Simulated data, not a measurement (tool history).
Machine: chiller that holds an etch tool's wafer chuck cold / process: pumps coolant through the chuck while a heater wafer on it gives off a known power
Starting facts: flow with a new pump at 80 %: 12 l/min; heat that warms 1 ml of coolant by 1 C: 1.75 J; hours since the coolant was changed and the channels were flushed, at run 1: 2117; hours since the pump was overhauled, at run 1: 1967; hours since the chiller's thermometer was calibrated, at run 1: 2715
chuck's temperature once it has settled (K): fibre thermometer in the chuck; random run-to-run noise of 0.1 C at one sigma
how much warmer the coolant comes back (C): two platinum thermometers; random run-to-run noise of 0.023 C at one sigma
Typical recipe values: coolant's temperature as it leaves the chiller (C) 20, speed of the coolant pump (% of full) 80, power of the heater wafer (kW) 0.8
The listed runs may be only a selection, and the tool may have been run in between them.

run     day  coolant's temperature as it leaves the chiller (C)  speed of the coolant pump (% of full)  power of the heater wafer (kW)  hours since the coolant was changed and the channels were flushed  hours since the pump was overhauled  hours since the chiller's thermometer was calibrated  chuck's temperature once it has settled (K)  how much warmer the coolant comes back (C)
  1       0                                                  20                                     80                             0.8                                                               2117                                 1967                                                  2715                                       303.85                                        2.39
  2    2.15                                                  20                                     80                             0.8                                                               2168                                 2018                                                  2767                                       303.95                                        2.35
  3   6.617                                                  20                                     80                           1.079                                                               2275                                 2126                                                  2874                                       307.75                                        3.15
  4   9.238                                                  20                                     80                             0.8                                                               2338                                 2189                                                  2937                                       303.95                                        2.39
  5  13.654                                                  20                                     80                             0.8                                                               2444                                 2295                                                  3043                                       303.95                                        2.36
  6  16.967                                                  20                                     80                             0.8                                                               2524                                 2374                                                  3123                                       304.05                                         2.4
  7  19.379                                                  20                                     80                             0.8                                                               2582                                 2432                                                  3181                                       303.95                                        2.41
  8  23.571                                                  16                                     80                             0.8                                                               2682                                 2533                                                  3281                                       300.15                                        2.41
  9  28.208                                                  16                                     80                             0.8                                                               2794                                 2644                                                  3392                                       300.35                                        2.41
 10  32.533                                                  16                                     80                             0.8                                                               2897                                 2748                                                  3496                                       300.25                                        2.44
 11   36.45                                                  16                                     80                             0.8                                                               2991                                 2842                                                  3590                                       300.35                                        2.37
 12  39.158                                                  20                                     80                             0.8                                                               3056                                 2907                                                  3655                                       304.45                                        2.39
     42.871  -- chiller's thermometer calibrated
 13  42.883                                                  20                                     80                             0.8                                                               3145                                 2995                                                     0                                       304.05                                        2.42
 14  45.779                                                  20                                     80                             0.8                                                               3214                                 3065                                                    70                                       304.05                                        2.45
 15  48.871                                                  20                                     79                             0.8                                                               3289                                 3139                                                   144                                       304.25                                        2.47
 16  51.512                                                  18                                     87                             0.8                                                               3352                                 3202                                                   207                                       301.75                                        2.19
 17  54.508                                                  26                                     76                           0.737                                                               3424                                 3274                                                   279                                       309.85                                        2.41
 18  58.721                                                  20                                    100                             0.8                                                               3525                                 3375                                                   380                                       302.85                                        1.95
 19      61                                                  25                                     62                           0.808                                                               3580                                 3430                                                   435                                       311.45                                        3.35
 20  64.229                                                  14                                     69                           0.903                                                               3657                                 3507                                                   513                                       301.05                                        3.26
 21  67.108                                                  12                                     99                           0.903                                                               3726                                 3577                                                   582                                       296.45                                        2.14
 22  71.292                                                  20                                     91                             0.8                                                               3827                                 3677                                                   682                                       303.45                                        2.14
 23  74.242                                                  20                                     91                             0.8                                                               3897                                 3748                                                   753                                       303.75                                        2.13
 24  76.292                                                  20                                     91                             0.8                                                               3947                                 3797                                                   802                                       303.85                                        2.14
 25  78.704                                                  22                                     64                           1.156                                                               4004                                 3855                                                   860                                       314.15                                        4.56
 26  81.388                                                  22                                     64                           1.156                                                               4069                                 3919                                                   924                                       314.05                                        4.62
 27  84.792                                                  12                                     98                           0.494                                                               4151                                 4001                                                  1006                                       291.55                                        1.19
 28  88.092                                                  20                                     99                           0.643                                                               4230                                 4080                                                  1085                                       301.45                                         1.6

Predict each of these 3 candidate next runs independently; none follows another, all start after run 28:
  A  90.433                                                  16                                     74                           0.644                                                               4286                                 4136                                                  1141                                            ?                                           ?
  B  90.433                                                  25                                     75                           0.637                                                               4286                                 4136                                                  1141                                            ?                                           ?
  C  90.433                                                  12                                     99                           0.419                                                               4286                                 4136                                                  1141                                            ?                                           ?

run  chuck's temperature once it has settled (K)  how much warmer the coolant comes back (C)
  A                                       299.15                                        2.19
  B                                       307.85                                        2.15
  C                                       290.65                                           1
With no hidden state in the tool, these same runs would have given:
run  chuck's temperature once it has settled (K)  how much warmer the coolant comes back (C)
  A                                       297.25                                        2.01
  B                                       305.95                                        1.98
  C                                       289.55                                        0.92
